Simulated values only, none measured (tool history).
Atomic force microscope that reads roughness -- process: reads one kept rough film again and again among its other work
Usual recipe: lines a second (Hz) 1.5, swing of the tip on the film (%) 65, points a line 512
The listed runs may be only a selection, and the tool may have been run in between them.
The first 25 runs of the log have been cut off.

run   hour  lines a second (Hz)  swing of the tip on the film (%)  points a line  pictures with this tip  hours of work since the height scale was calibrated  roughness of the kept film (nm (root mean square))
 26  195.6                  1.5                                56            985                      85                                                   34                                               3.686
 27  201.7                  1.5                                56            985                      96                                                   38                                                3.68
 28  206.3                  1.5                                56            985                     105                                                   40                                               3.631
 29  211.3                    1                                71            457                     114                                                   43                                               3.528
 30  218.1                  1.5                                80            512                     127                                                   47                                               3.271
 31  227.9                 0.67                                64            433                     145                                                   53                                               3.567
 32  234.5                  1.5                                65            574                     157                                                   56                                                3.42
 33  245.1                 2.59                                61            323                     177                                                   62                                               3.297
 34    254                 2.59                                61            323                     194                                                   68                                               3.253
 35  259.8                 3.38                                61            491                     204                                                   71                                               3.186
 36    269                 3.04                                74            824                     222                                                   76                                                2.87
 37  279.3                 3.04                                74            824                     241                                                   82                                               2.843
 38  289.1                 1.14                                80            824                     259                                                   88                                               3.063
 39  298.3                 1.14                                80            824                     276                                                   93                                               3.031
 40  307.4                  1.5                                65            291                     293                                                   98                                               3.127
 41  316.4                  1.5                                77            368                     310                                                  103                                               2.922
     318.2  -- new tip fitted
 42  325.2                 2.79                                86            607                      13                                                  108                                               2.945
 43  334.9                 2.79                                86            607                      31                                                  114                                               2.919
 44  339.9                 1.21                                60            304                      40                                                  117                                               3.735

Run 45 has not been measured yet. What should we expect?
 45  346.9                 1.21                                60            304                      53                                                  121                                                   ?

roughness of the kept film (nm (root mean square)): 3.724
If the tool had no hidden condition, the same run with the same run-to-run variation would have returned roughness of the kept film (nm (root mean square)) 3.914.
